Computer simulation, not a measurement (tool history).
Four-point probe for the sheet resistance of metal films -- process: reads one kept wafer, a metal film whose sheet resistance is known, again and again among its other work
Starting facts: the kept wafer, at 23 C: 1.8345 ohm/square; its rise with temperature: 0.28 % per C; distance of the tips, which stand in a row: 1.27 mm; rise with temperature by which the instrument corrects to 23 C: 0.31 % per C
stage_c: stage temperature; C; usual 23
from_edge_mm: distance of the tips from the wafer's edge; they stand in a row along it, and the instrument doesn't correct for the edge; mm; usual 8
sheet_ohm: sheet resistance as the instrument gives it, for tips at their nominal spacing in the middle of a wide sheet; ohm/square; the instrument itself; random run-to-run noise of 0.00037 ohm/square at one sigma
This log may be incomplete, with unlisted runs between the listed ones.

run 1 hour=0 | stage_c=23 from_edge_mm=8 | sheet_ohm=1.852108
run 2 hour=27.9 | stage_c=23 from_edge_mm=8 | sheet_ohm=1.850749
run 3 hour=50 | stage_c=23 from_edge_mm=8 | sheet_ohm=1.851334
run 4 hour=64 | stage_c=23 from_edge_mm=8 | sheet_ohm=1.851336
run 5 hour=91.1 | stage_c=23 from_edge_mm=8 | sheet_ohm=1.850939
run 6 hour=117.6 | stage_c=23 from_edge_mm=8 | sheet_ohm=1.850576
run 7 hour=130.9 | stage_c=23 from_edge_mm=8 | sheet_ohm=1.850605
run 8 hour=157.8 | stage_c=22 from_edge_mm=8 | sheet_ohm=1.851427
run 9 hour=184.2 | stage_c=21 from_edge_mm=8 | sheet_ohm=1.850812
run 10 hour=198.9 | stage_c=21 from_edge_mm=8 | sheet_ohm=1.851639
run 11 hour=212 | stage_c=21 from_edge_mm=8 | sheet_ohm=1.850799
run 12 hour=233.3 | stage_c=23 from_edge_mm=11 | sheet_ohm=1.838634
run 13 hour=250.7 | stage_c=23 from_edge_mm=11 | sheet_ohm=1.838626
run 14 hour=277.3 | stage_c=23 from_edge_mm=11 | sheet_ohm=1.838232
run 15 hour=293.4 | stage_c=23 from_edge_mm=8 | sheet_ohm=1.849418
run 16 hour=318 | stage_c=23 from_edge_mm=8 | sheet_ohm=1.848486
run 17 hour=346.1 | stage_c=23 from_edge_mm=8 | sheet_ohm=1.848638
-- hour=348 stage's thermometer calibrated
run 18 hour=365.6 | stage_c=23 from_edge_mm=8 | sheet_ohm=1.848631
run 19 hour=382.8 | stage_c=23 from_edge_mm=8 | sheet_ohm=1.849331
run 20 hour=398 | stage_c=23 from_edge_mm=8 | sheet_ohm=1.848336
-- hour=407 stage's thermometer calibrated, once more
run 21 hour=425.1 | stage_c=23 from_edge_mm=49 | sheet_ohm=1.822171
run 22 hour=436.6 | stage_c=20 from_edge_mm=8 | sheet_ohm=1.848528
run 23 hour=450.4 | stage_c=22 from_edge_mm=35 | sheet_ohm=1.823913
run 24 hour=472.8 | stage_c=23 from_edge_mm=3 | sheet_ohm=1.98079
run 25 hour=489.8 | stage_c=31 from_edge_mm=8 | sheet_ohm=1.840958
run 26 hour=512.6 | stage_c=32 from_edge_mm=4 | sheet_ohm=1.909335
run 27 hour=538 | stage_c=18 from_edge_mm=5 | sheet_ohm=1.885589
run 28 hour=563.5 | stage_c=18 from_edge_mm=5 | sheet_ohm=1.885358
run 29 hour=586 | stage_c=32 from_edge_mm=4 | sheet_ohm=1.908916
run 30 hour=608.9 | stage_c=23 from_edge_mm=22 | sheet_ohm=1.824094
run 31 hour=634 | stage_c=19 from_edge_mm=4 | sheet_ohm=1.916309
run 32 hour=653.1 | stage_c=19 from_edge_mm=44 | sheet_ohm=1.823091
run 33 hour=680.7 | stage_c=19 from_edge_mm=44 | sheet_ohm=1.822329
run 34 hour=700.6 | stage_c=24 from_edge_mm=16 | sheet_ohm=1.82555
run 35 hour=723.3 | stage_c=24 from_edge_mm=16 | sheet_ohm=1.825047
run 36 hour=745.2 | stage_c=28 from_edge_mm=13 | sheet_ohm=1.825635
run 37 hour=769.2 | stage_c=34 from_edge_mm=11 | sheet_ohm=1.826082
run 38 hour=792.7 | stage_c=34 from_edge_mm=11 | sheet_ohm=1.826001
run 39 hour=812.8 | stage_c=33 from_edge_mm=63 | sheet_ohm=1.813867
run 40 hour=833.8 | stage_c=20 from_edge_mm=66 | sheet_ohm=1.820948
-- hour=847.4 new probe head fitted
run 41 hour=849.5 | stage_c=19 from_edge_mm=23 | sheet_ohm=1.833497
run 42 hour=862.9 | stage_c=26 from_edge_mm=5 | sheet_ohm=1.887131
run 43 hour=883.2 | stage_c=24 from_edge_mm=5 | sheet_ohm=1.888503
run 44 hour=905.3 | stage_c=24 from_edge_mm=5 | sheet_ohm=1.887748

4 ways to go on from here, each from the tool as it stands after run 44. What would each give?
run A hour=931.8 | stage_c=34 from_edge_mm=31 | sheet_ohm=?
run B hour=931.8 | stage_c=24 from_edge_mm=63 | sheet_ohm=?
run C hour=931.8 | stage_c=24 from_edge_mm=57 | sheet_ohm=?
run D hour=931.8 | stage_c=27 from_edge_mm=58 | sheet_ohm=?

run=A sheet_ohm=1.822669
run=B sheet_ohm=1.826902
run=C sheet_ohm=1.827205
run=D sheet_ohm=1.824841
With the hidden condition removed and each run's random variation left untouched, the same runs would have given:
run=A sheet_ohm=1.829947
run=B sheet_ohm=1.834183
run=C sheet_ohm=1.834488
run=D sheet_ohm=1.832119
